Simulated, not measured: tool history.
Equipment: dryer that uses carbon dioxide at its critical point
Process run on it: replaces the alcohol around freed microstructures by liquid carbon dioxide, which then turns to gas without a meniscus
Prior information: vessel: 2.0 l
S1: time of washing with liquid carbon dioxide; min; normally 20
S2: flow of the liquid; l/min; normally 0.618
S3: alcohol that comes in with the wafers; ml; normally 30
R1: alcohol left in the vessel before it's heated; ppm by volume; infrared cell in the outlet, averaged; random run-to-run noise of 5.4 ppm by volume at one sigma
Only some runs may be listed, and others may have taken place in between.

run     day  S1     S2  S3   R1
  1   0.000  20  0.618  30  146
  2   0.462  20  0.618  30  160
  3   1.133  20  0.618  30  146
  4   1.600  20  0.618  67  332
  5   2.408  20  0.618  67  347
  6   2.929  20  0.618  30  150
  7   3.575  20  0.618  30  158
  8   4.275  20  0.618  73  380
  9   5.046  20  0.618  73  374
 10   5.767  20  0.618  73  372
 11   6.212  20  0.618  73  383
 12   7.046  20  0.618  30  166
 13   7.908  20  0.618  30  171
 14   8.721  20  0.618  30  176
 15   9.138  20  0.618  30  174
 16   9.812  20  0.395  30  825
 17  10.200  20  0.395  30  852
 18  10.804  20  0.395  30  846
 19  11.354  26  0.758  96   66
 20  11.858  15  0.921  69  226
 21  12.304  15  0.921  69  225
 22  12.883  20  0.473  26  454
 23  13.304  26  0.816  26   35
 24  13.688  21  0.396  26  635
 25  14.467  20  0.725  86  234
 26  14.983  20  0.725  86  241
 27  15.667  20  0.725  86  231
 28  16.433  26  0.752  30   49
 29  16.896  27  0.659  78   94

Forecast run 30:
 30  17.288  27  0.659  78   ?

R1: 82 ppm by volume
Without the tool's hidden state the same run would have given R1 36 ppm by volume.

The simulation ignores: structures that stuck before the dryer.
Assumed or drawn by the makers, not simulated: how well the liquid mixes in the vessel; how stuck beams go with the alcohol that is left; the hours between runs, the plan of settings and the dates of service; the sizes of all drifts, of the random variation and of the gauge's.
